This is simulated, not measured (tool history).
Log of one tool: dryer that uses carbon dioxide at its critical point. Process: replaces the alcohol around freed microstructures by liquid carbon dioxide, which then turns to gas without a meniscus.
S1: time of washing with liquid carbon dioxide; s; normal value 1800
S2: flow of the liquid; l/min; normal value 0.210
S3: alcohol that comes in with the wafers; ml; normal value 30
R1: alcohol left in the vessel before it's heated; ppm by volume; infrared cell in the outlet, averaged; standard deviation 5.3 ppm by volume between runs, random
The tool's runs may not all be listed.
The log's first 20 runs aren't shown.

| run | hour | S1 | S2 | S3 | R1 |
|---|---|---|---|---|---|
| 21 | 489.9 | 2280 | 0.210 | 30 | 97 |
| 22 | 524.3 | 2280 | 0.210 | 30 | 101 |
| 23 | 557.2 | 2280 | 0.210 | 30 | 105 |
| 24 | 575.5 | 1080 | 0.210 | 30 | 1556 |
| 25 | 604.3 | 1080 | 0.210 | 30 | 1604 |
|  | 611.9 | inlet filter changed |
| 26 | 626.6 | 1080 | 0.141 | 34 | 3508 |
| 27 | 655.5 | 1200 | 0.272 | 36 | 362 |
| 28 | 688.8 | 1380 | 0.210 | 47 | 721 |
| 29 | 714.8 | 1740 | 0.284 | 47 | 99 |
| 30 | 749.3 | 1740 | 0.284 | 47 | 96 |
| 31 | 775.2 | 1620 | 0.210 | 26 | 245 |
| 32 | 790.2 | 1620 | 0.210 | 26 | 243 |
| 33 | 813.4 | 1380 | 0.226 | 89 | 1056 |
| 34 | 836.3 | 1440 | 0.330 | 30 | 96 |
| 35 | 856.9 | 1620 | 0.310 | 21 | 82 |
| 36 | 889.0 | 2220 | 0.160 | 23 | 195 |
| 37 | 912.4 | 2220 | 0.160 | 23 | 201 |
| 38 | 943.2 | 1800 | 0.211 | 88 | 474 |
| 39 | 978.3 | 1140 | 0.356 | 30 | 176 |

What if the next run were any one of these 4? Each begins from the tool's condition after run 39:
| A | 997.9 | 1140 | 0.153 | 30 | ? |
| B | 997.9 | 1920 | 0.254 | 30 | ? |
| C | 997.9 | 1140 | 0.356 | 25 | ? |
| D | 997.9 | 1200 | 0.210 | 24 | ? |

| run | R1 |
|---|---|
| A | 2563 |
| B | 102 |
| C | 161 |
| D | 746 |
The same runs, with their run-to-run variation unchanged, on a tool lacking any hidden condition would have given:
| run | R1 |
|---|---|
| A | 2159 |
| B | 29 |
| C | 69 |
| D | 555 |
